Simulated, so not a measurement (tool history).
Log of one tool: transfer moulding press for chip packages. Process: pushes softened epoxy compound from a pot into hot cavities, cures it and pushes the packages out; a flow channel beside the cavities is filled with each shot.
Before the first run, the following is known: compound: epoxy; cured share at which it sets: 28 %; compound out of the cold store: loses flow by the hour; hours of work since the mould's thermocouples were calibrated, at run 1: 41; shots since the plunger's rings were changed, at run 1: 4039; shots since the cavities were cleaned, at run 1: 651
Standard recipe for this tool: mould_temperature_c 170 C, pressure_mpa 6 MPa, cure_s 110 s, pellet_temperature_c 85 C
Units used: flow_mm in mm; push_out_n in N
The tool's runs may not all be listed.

| run | hour | mould_temperature_c | pressure_mpa | cure_s | pellet_temperature_c | hours of work since the mould's thermocouples were calibrated | shots since the plunger's rings were changed | shots since the cavities were cleaned | incoming compound's hours out of the cold store | flow_mm | push_out_n |
|---|---|---|---|---|---|---|---|---|---|---|---|
| 1 | 0 | 170 | 6 | 110 | 85 | 41 | 4039 | 651 | 41.9 | 524 | 525 |
|  | 18.2 | cavities cleaned with cleaning compound and waxed |
| 2 | 30.4 | 170 | 6 | 110 | 85 | 60 | 4331 | 123 | 42 | 533 | 374 |
|  | 58.1 | plunger's sealing rings changed |
| 3 | 67.4 | 170 | 6 | 110 | 85 | 82 | 94 | 473 | 43.3 | 580 | 498 |
| 4 | 92.5 | 170 | 6 | 110 | 85 | 98 | 348 | 727 | 30 | 609 | 548 |
|  | 102.3 | cavities cleaned with cleaning compound and waxed |
| 5 | 113.5 | 170 | 6 | 110 | 85 | 110 | 545 | 113 | 33.6 | 608 | 391 |
| 6 | 145.8 | 170 | 6 | 110 | 85 | 131 | 873 | 441 | 12.8 | 670 | 524 |
| 7 | 174.7 | 170 | 5.68 | 110 | 85 | 150 | 1165 | 733 | 47.2 | 530 | 548 |
|  | 184.7 | cavities cleaned with cleaning compound and waxed |
| 8 | 197.3 | 170 | 6 | 110 | 85 | 163 | 1379 | 128 | 30.5 | 618 | 384 |
| 9 | 216.3 | 173 | 6 | 110 | 82 | 175 | 1571 | 320 | 15.9 | 637 | 451 |
| 10 | 244.3 | 163 | 6 | 110 | 85 | 193 | 1854 | 603 | 8.6 | 704 | 982 |
|  | 265.3 | cavities cleaned with cleaning compound and waxed |
| 11 | 277.4 | 170 | 4.96 | 110 | 84 | 213 | 2174 | 122 | 25.3 | 564 | 392 |
| 12 | 303.2 | 176 | 4.96 | 110 | 76 | 230 | 2436 | 384 | 13.4 | 577 | 429 |
| 13 | 323.6 | 173 | 5.29 | 140 | 85 | 243 | 2642 | 590 | 19 | 575 | 431 |
|  | 346.3 | cavities cleaned with cleaning compound and waxed |
| 14 | 348.2 | 171 | 5.29 | 110 | 85 | 258 | 2877 | 20 | 20.3 | 570 | 315 |
| 15 | 381.6 | 164 | 5.55 | 122 | 92 | 279 | 3215 | 358 | 14.4 | 632 | 654 |
| 16 | 416 | 164 | 6.4 | 140 | 92 | 301 | 3563 | 706 | 37.5 | 588 | 551 |

Run by run, hidden condition taken away, random variation retained:
Hidden state at play: true mould temperature over the reading, C; pressure that reaches the compound, % of what is set; grip of the stained cavities, % over clean ones'; drift of the gauge itself on flow_mm, %; drift of the gauge itself on push_out_n, %.
| run | flow_mm | push_out_n |
|---|---|---|
| 1 | 571 | 285 |
| 2 | 583 | 285 |
| 3 | 582 | 295 |
| 4 | 614 | 299 |
| 5 | 615 | 305 |
| 6 | 682 | 304 |
| 7 | 543 | 295 |
| 8 | 636 | 286 |
| 9 | 658 | 280 |
| 10 | 732 | 536 |
| 11 | 591 | 297 |
| 12 | 607 | 262 |
| 13 | 608 | 243 |
| 14 | 607 | 288 |
| 15 | 678 | 387 |
| 16 | 635 | 295 |
